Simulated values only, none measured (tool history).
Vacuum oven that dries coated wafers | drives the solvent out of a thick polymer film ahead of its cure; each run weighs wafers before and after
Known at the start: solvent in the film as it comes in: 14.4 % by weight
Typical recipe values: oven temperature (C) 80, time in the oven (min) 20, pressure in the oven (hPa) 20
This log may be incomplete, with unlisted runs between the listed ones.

run,hour,oven temperature (C),time in the oven (min),pressure in the oven (hPa),solvent left in the film (%)
1,0,80,20,20,3.42
2,27.1,80,20,20,3.41
3,62.1,80,20,20,3.41
4,89.4,80,26,20,2.68
5,120.4,80,26,20,2.64
6,149.8,80,26,20,2.66
7,180.3,94,16,10.3,1.09
8,207.3,79,15,20,4.8
9,229.7,79,15,20,4.79
10,262.8,79,15,20,4.74
11,292.5,79,15,20,4.85

Taken out of this log: 1 entry between the listed runs. Where each belongs, and how the hidden state differs across it:
Between runs 7 and 8: vacuum gauge cleaned of residue and calibrated (hour 183.2)
  true wafer temperature over the reading, C: 0.75 -> 0.77; true pressure over the reading, kPa: 0.516 -> 0.75
  measured value less the no-hidden-state value, solvent left in the film (%): +0.09 -> +0.13
